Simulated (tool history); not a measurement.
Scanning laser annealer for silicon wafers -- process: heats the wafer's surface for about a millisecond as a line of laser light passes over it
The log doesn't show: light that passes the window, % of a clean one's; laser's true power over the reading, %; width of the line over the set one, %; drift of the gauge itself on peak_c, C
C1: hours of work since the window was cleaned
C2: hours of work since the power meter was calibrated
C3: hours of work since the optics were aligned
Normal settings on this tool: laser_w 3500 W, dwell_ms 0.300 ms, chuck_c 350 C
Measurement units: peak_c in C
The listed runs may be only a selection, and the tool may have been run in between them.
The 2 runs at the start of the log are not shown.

{"hour": 40.6, "done": "window over the wafer cleaned"}
{"run": 3, "hour": 55.1, "laser_w": 3500, "dwell_ms": 0.3, "chuck_c": 350, "C1": 7, "C2": 670, "C3": 760, "peak_c": 1082}
{"run": 4, "hour": 89.4, "laser_w": 3500, "dwell_ms": 0.3, "chuck_c": 350, "C1": 23, "C2": 686, "C3": 776, "peak_c": 1085}
{"run": 5, "hour": 109.6, "laser_w": 3500, "dwell_ms": 0.286, "chuck_c": 350, "C1": 32, "C2": 695, "C3": 786, "peak_c": 1063}
{"run": 6, "hour": 134.4, "laser_w": 3500, "dwell_ms": 0.215, "chuck_c": 350, "C1": 44, "C2": 707, "C3": 797, "peak_c": 973}
{"run": 7, "hour": 169.5, "laser_w": 3629, "dwell_ms": 0.215, "chuck_c": 350, "C1": 60, "C2": 723, "C3": 814, "peak_c": 1003}
{"run": 8, "hour": 190.5, "laser_w": 3500, "dwell_ms": 0.3, "chuck_c": 335, "C1": 70, "C2": 733, "C3": 823, "peak_c": 1063}
{"run": 9, "hour": 210.6, "laser_w": 3500, "dwell_ms": 0.3, "chuck_c": 335, "C1": 79, "C2": 742, "C3": 833, "peak_c": 1064}
{"run": 10, "hour": 230.8, "laser_w": 3500, "dwell_ms": 0.3, "chuck_c": 335, "C1": 88, "C2": 752, "C3": 842, "peak_c": 1064}
{"run": 11, "hour": 254.5, "laser_w": 3500, "dwell_ms": 0.3, "chuck_c": 350, "C1": 99, "C2": 763, "C3": 853, "peak_c": 1078}
{"run": 12, "hour": 274.1, "laser_w": 3500, "dwell_ms": 0.3, "chuck_c": 350, "C1": 108, "C2": 772, "C3": 862, "peak_c": 1081}
{"run": 13, "hour": 311.3, "laser_w": 3500, "dwell_ms": 0.3, "chuck_c": 350, "C1": 126, "C2": 789, "C3": 879, "peak_c": 1076}
{"hour": 345.9, "done": "optics aligned, line set to its width"}
{"run": 14, "hour": 350.4, "laser_w": 3583, "dwell_ms": 0.3, "chuck_c": 350, "C1": 142, "C2": 805, "C3": 2, "peak_c": 1113}
{"run": 15, "hour": 369.5, "laser_w": 3583, "dwell_ms": 0.3, "chuck_c": 350, "C1": 150, "C2": 814, "C3": 11, "peak_c": 1115}
{"run": 16, "hour": 406.3, "laser_w": 3184, "dwell_ms": 0.3, "chuck_c": 350, "C1": 167, "C2": 831, "C3": 28, "peak_c": 1004}
{"run": 17, "hour": 434.1, "laser_w": 3184, "dwell_ms": 0.3, "chuck_c": 350, "C1": 180, "C2": 844, "C3": 41, "peak_c": 1004}
{"run": 18, "hour": 459.8, "laser_w": 3184, "dwell_ms": 0.3, "chuck_c": 350, "C1": 192, "C2": 856, "C3": 53, "peak_c": 1004}
{"run": 19, "hour": 494.9, "laser_w": 3500, "dwell_ms": 0.222, "chuck_c": 350, "C1": 209, "C2": 872, "C3": 69, "peak_c": 993}
{"run": 20, "hour": 540.0, "laser_w": 3500, "dwell_ms": 0.3, "chuck_c": 374, "C1": 230, "C2": 893, "C3": 90, "peak_c": 1113}
{"run": 21, "hour": 569.7, "laser_w": 3115, "dwell_ms": 0.24, "chuck_c": 344, "C1": 243, "C2": 907, "C3": 104, "peak_c": 911}

The next listed run, before its measurement:
{"run": 22, "hour": 600.5, "laser_w": 3674, "dwell_ms": 0.365, "chuck_c": 372, "C1": 258, "C2": 921, "C3": 118, "peak_c": "?"}

{"run 22": {"peak_c": 1237}}
If the tool had no hidden condition, the same run with the same run-to-run variation would have returned peak_c 1246 C.
